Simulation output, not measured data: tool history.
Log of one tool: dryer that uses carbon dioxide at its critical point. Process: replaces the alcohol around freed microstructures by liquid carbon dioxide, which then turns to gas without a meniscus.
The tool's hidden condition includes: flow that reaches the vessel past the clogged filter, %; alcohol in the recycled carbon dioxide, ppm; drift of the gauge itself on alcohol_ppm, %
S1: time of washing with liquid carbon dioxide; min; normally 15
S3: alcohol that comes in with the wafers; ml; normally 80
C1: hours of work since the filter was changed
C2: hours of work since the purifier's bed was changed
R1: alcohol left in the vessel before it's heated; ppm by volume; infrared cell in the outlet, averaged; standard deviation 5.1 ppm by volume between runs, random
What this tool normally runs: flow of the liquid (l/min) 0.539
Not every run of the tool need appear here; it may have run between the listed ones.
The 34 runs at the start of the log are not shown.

Run 35, hour 1139.5: usual settings but S1 17 min, flow of the liquid (l/min) 0.473, S3 30 ml; C1 146; C2 525. Result: R1 107 ppm by volume.
At hour 1161.1: inlet filter changed.
Run 36, hour 1190.7: usual settings but S1 17 min, flow of the liquid (l/min) 0.473, S3 30 ml; C1 12; C2 545. Result: R1 102 ppm by volume.
Run 37, hour 1239.5: usual settings but S1 17 min, flow of the liquid (l/min) 0.473, S3 30 ml; C1 31; C2 564. Result: R1 105 ppm by volume.
Run 38, hour 1281.0: usual settings but S1 10 min, flow of the liquid (l/min) 0.663, S3 57 ml; C1 47; C2 581. Result: R1 228 ppm by volume.
Run 39, hour 1305.6: usual settings but flow of the liquid (l/min) 0.538; C1 57; C2 590. Result: R1 157 ppm by volume.
Run 40, hour 1335.3: usual settings but S1 17 min, flow of the liquid (l/min) 0.334, S3 43 ml; C1 68; C2 602. Result: R1 383 ppm by volume.
Run 41, hour 1364.7: usual settings but S1 11 min, flow of the liquid (l/min) 0.580, S3 92 ml; C1 80; C2 613. Result: R1 418 ppm by volume.
Run 42, hour 1410.5: usual settings but S1 17 min, flow of the liquid (l/min) 0.741, S3 100 ml; C1 98; C2 631. Result: R1 97 ppm by volume.
Run 43, hour 1435.4: usual settings but flow of the liquid (l/min) 0.716; C1 108; C2 641. Result: R1 100 ppm by volume.
Run 44, hour 1455.6: usual settings but S3 52 ml; C1 116; C2 649. Result: R1 151 ppm by volume.
Run 45, hour 1493.1: usual settings but S1 18 min, flow of the liquid (l/min) 0.538, S3 52 ml; C1 130; C2 664. Result: R1 108 ppm by volume.
Run 46, hour 1526.5: usual settings but S1 18 min, flow of the liquid (l/min) 0.471, S3 120 ml; C1 143; C2 677. Result: R1 199 ppm by volume.

Branching from run 46: 3 alternative next runs. What would each branch give?
At hour 1552.3: inlet filter changed.
Run A, hour 1566.0: usual settings but S1 12 min, flow of the liquid (l/min) 0.592, S3 25 ml; C1 5; C2 692. Result: R1 ?.
At hour 1552.3: inlet filter changed.
Run B, hour 1566.0: usual settings but flow of the liquid (l/min) 0.660; C1 5; C2 692. Result: R1 ?.
At hour 1552.3: inlet filter changed.
Run C, hour 1566.0: usual settings but S3 88 ml; C1 5; C2 692. Result: R1 ?.

run   R1
  A  139
  B  109
  C  151
Take away the tool's hidden state, keep each run's random variation, and the runs would have read:
run  R1
  A  41
  B  10
  C  50

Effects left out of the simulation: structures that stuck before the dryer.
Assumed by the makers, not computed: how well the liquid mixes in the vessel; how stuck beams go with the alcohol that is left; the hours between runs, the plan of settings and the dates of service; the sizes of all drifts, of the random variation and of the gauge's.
